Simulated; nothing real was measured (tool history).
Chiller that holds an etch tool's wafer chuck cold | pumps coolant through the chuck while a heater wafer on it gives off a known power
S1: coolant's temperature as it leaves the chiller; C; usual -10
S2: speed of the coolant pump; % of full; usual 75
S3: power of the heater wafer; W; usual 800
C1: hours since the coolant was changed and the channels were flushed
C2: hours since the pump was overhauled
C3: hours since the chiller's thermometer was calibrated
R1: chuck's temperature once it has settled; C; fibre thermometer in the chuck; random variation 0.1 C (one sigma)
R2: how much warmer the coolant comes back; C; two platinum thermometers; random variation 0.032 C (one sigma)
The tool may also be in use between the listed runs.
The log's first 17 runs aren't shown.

| run | hour | S1 | S2 | S3 | C1 | C2 | C3 | R1 | R2 |
|---|---|---|---|---|---|---|---|---|---|
| 18 | 758.1 | -10 | 67 | 800 | 968 | 2871 | 404 | 0.3 | 4.36 |
| 19 | 788.1 | -6 | 81 | 714 | 998 | 2901 | 433 | 1.8 | 3.25 |
| 20 | 836.9 | -10 | 75 | 497 | 1046 | 2950 | 482 | -4.3 | 2.38 |
| 21 | 885.5 | -4 | 75 | 419 | 1095 | 2999 | 531 | 0.9 | 2.09 |
| 22 | 928.1 | -3 | 78 | 1149 | 1138 | 3041 | 573 | 10.2 | 5.5 |
| 23 | 978.5 | -3 | 78 | 1149 | 1188 | 3092 | 624 | 10.2 | 5.49 |
| 24 | 1010.7 | -17 | 72 | 1149 | 1220 | 3124 | 656 | -3 | 5.96 |
| 25 | 1067.7 | -14 | 72 | 741 | 1277 | 3181 | 713 | -5.1 | 3.86 |
| 26 | 1126.2 | -7 | 64 | 741 | 1336 | 3239 | 772 | 2.7 | 4.31 |
| 27 | 1170.5 | -7 | 64 | 741 | 1380 | 3284 | 816 | 2.9 | 4.37 |
| 28 | 1227.7 | -10 | 83 | 1144 | 1437 | 3341 | 873 | 2.8 | 5.16 |
| 29 | 1284.4 | -5 | 75 | 800 | 1494 | 3398 | 930 | 4.5 | 3.97 |
| 30 | 1342.1 | -5 | 75 | 800 | 1552 | 3455 | 987 | 4.6 | 4.03 |
| 31 | 1366.7 | -5 | 75 | 800 | 1576 | 3480 | 1012 | 4.6 | 4.02 |

4 ways to go on from here, each from the tool as it stands after run 31. What would each give?
| A | 1408.6 | -3 | 75 | 480 | 1618 | 3522 | 1054 | ? | ? |
| B | 1408.6 | -4 | 87 | 800 | 1618 | 3522 | 1054 | ? | ? |
| C | 1408.6 | -10 | 75 | 800 | 1618 | 3522 | 1054 | ? | ? |
| D | 1408.6 | -18 | 84 | 668 | 1618 | 3522 | 1054 | ? | ? |

| run | R1 | R2 |
|---|---|---|
| A | 2.8 | 2.4 |
| B | 4.8 | 3.47 |
| C | -0.3 | 3.98 |
| D | -10.6 | 3.01 |
Without the tool's hidden state the same runs would have given:
| run | R1 | R2 |
|---|---|---|
| A | 2.3 | 2.23 |
| B | 4.1 | 3.22 |
| C | -1.1 | 3.7 |
| D | -11.3 | 2.8 |
